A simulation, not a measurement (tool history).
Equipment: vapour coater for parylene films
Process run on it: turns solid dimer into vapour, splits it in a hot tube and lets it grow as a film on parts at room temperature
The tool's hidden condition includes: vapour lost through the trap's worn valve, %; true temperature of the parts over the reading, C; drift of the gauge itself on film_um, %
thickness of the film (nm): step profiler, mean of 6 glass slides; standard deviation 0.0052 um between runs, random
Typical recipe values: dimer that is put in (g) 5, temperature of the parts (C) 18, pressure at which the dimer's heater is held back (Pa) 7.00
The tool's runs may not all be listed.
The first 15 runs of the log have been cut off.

run,day,dimer that is put in (g),temperature of the parts (C),pressure at which the dimer's heater is held back (Pa),hours of work since the trap's valve was overhauled,hours of work since the table's thermometer was calibrated,thickness of the film (nm)
16,14.525,5,18,7.00,157,204,884
17,15.679,5,18,7.00,168,216,882
18,16.300,4,27,7.00,174,222,511
19,17.433,6,27,6.17,185,233,774
20,18.821,5,25,4.22,199,247,752
21,20.271,5,25,4.22,213,261,756
# day 21.729: trap's valve overhauled
22,21.729,2,10,2.27,0,274,592
23,22.946,3,18,7.00,12,286,547
24,24.321,7,25,7.00,25,299,981
25,25.321,3,18,10.31,35,309,489
26,26.321,4,23,2.34,45,319,769
27,27.446,4,18,8.75,56,330,690
28,28.438,4,18,4.26,66,340,811
29,29.375,2,17,7.00,75,349,371
30,30.121,4,11,3.11,83,356,1126

Each row is a separate what-if for the run after 30, all from the same tool condition, not one after another. Results?
A,31.129,5,28,7.00,93,366,?
B,31.129,3,20,10.13,93,366,?
C,31.129,8,22,10.61,93,366,?

run,thickness of the film (nm)
A,611
B,448
C,1123
With the hidden condition removed and each run's random variation left untouched, the same runs would have given:
run,thickness of the film (nm)
A,635
B,466
C,1167
